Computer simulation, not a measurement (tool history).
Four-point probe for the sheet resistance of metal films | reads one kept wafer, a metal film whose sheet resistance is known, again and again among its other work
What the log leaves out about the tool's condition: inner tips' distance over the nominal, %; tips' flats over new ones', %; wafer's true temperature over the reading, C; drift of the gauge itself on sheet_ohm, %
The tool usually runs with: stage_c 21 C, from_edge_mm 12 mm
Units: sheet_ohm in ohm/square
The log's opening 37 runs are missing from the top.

run,hour,stage_c,from_edge_mm,touches since the probe head was changed,hours of work since the stage's thermometer was calibrated,sheet_ohm
38,1408.2,33,13,125856,235,3.203278
39,1439.3,33,13,127197,251,3.20239
40,1466.5,33,13,128372,266,3.202573
41,1515.7,33,13,130494,292,3.201533
42,1540.8,33,13,131574,305,3.201303
43,1584.9,33,13,133480,329,3.200859
44,1617.7,33,13,134894,346,3.201409
45,1661.3,20,12,136775,370,3.199067

Here are 3 independent what-if runs from the current tool condition. What would each one return?
A,1703,21,3,138571,392,?
B,1703,19,70,138571,392,?
C,1703,20,6,138571,392,?

run,sheet_ohm
A,3.366337
B,3.186877
C,3.235022
With the hidden condition removed and each run's random variation left untouched, the same runs would have given:
run,sheet_ohm
A,3.399742
B,3.218647
C,3.267237
